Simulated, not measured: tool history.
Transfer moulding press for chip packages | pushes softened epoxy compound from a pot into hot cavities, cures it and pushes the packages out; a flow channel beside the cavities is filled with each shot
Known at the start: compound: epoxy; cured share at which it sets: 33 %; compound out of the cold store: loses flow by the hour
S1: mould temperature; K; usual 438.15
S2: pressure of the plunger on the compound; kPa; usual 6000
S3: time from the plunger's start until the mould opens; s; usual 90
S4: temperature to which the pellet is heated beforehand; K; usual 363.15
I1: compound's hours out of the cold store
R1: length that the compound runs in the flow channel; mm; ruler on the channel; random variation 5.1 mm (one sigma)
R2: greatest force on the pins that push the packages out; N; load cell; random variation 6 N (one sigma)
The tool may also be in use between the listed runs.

run	day	S1	S2	S3	S4	I1	R1	R2
1	0.000	438.15	6000	90	363.15	25.5	501	256
2	0.229	438.15	6000	90	364.15	39.5	456	249
3	0.542	440.15	6000	90	363.15	8.1	545	284
4	0.721	440.15	6000	90	363.15	40.5	445	253
5	0.883	438.15	6000	90	363.15	39.2	453	291
6	1.188	438.15	5690	99	356.15	15.5	501	276
7	1.567	443.15	5690	77	356.15	15.6	498	310
8	1.854	438.15	4920	98	363.15	43.8	395	288
9	2.112	438.15	6060	90	363.15	35.5	463	320
10	2.283	438.15	4890	90	363.15	29.3	433	325

4 ways to go on from here, each from the tool as it stands after run 10. What would each give?
A	2.542	444.15	4660	90	363.15	47.8	?	?
B	2.542	438.15	6000	124	363.15	10.3	?	?
C	2.542	438.15	6000	118	363.15	34.7	?	?
D	2.542	438.15	5960	90	363.15	45.7	?	?

run	R1	R2
A	367	285
B	538	270
C	463	274
D	428	333
Without the tool's hidden state the same runs would have given:
run	R1	R2
A	379	194
B	555	183
C	478	186
D	443	226

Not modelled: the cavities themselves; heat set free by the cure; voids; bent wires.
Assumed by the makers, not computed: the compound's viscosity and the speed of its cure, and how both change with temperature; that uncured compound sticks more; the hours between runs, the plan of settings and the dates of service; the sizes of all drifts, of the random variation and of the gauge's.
